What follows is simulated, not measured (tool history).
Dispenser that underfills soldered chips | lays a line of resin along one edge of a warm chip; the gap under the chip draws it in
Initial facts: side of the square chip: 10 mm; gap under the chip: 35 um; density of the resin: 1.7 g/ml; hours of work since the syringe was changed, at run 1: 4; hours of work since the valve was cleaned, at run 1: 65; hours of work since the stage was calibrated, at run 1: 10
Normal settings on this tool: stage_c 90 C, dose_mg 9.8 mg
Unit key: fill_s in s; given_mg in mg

run,hour,stage_c,dose_mg,hours of work since the syringe was changed,hours of work since the valve was cleaned,hours of work since the stage was calibrated,fill_s,given_mg
1,0,90,9.8,4,65,10,204.4,9.18
# hour 2.7: new syringe of resin
# hour 10.7: new syringe of resin
2,10.7,90,9.8,0,72,18,188.2,9.16
3,16.7,90,9.8,4,76,22,217,9.16
# hour 19.1: new syringe of resin
4,25,90,9.8,4,82,28,214.9,9.04
# hour 27: new syringe of resin
# hour 29.1: dispensing valve cleaned and set on the balance
5,32.4,80,9.8,3,2,32,323.2,9.72
# hour 36.3: new syringe of resin
6,40.7,80,9.8,3,8,38,323.2,9.69
# hour 44.8: new syringe of resin
7,46.4,80,9.8,1,12,42,297.4,9.61
# hour 53: new syringe of resin
8,53.8,90,9.65,1,17,47,186.6,9.44
9,59.5,76,9.84,5,21,51,411.6,9.58
# hour 61.2: new syringe of resin
10,68.4,79,9.88,5,28,57,367.2,9.58
# hour 69.2: new syringe of resin
# hour 77.4: new syringe of resin
11,78.6,103,9.52,1,35,64,107.2,9.11
12,83.6,84,9.52,4,38,68,278.7,9.14
# hour 85.1: new syringe of resin
13,89.4,84,9.52,3,42,72,268.1,9.09

What if the next run were any one of these 3? Each begins from the tool's condition after run 13:
# hour 93.2: new syringe of resin
A,96.8,97,11.16,3,47,77,?,?
# hour 93.2: new syringe of resin
B,96.8,90,11.61,3,47,77,?,?
# hour 93.2: new syringe of resin
C,96.8,102,11.95,3,47,77,?,?

run,fill_s,given_mg
A,142.8,10.55
B,194.8,11.03
C,116.1,11.3
Take away the tool's hidden state, keep each run's random variation, and the runs would have read:
run,fill_s,given_mg
A,129.6,11.13
B,176.9,11.64
C,105.5,11.92
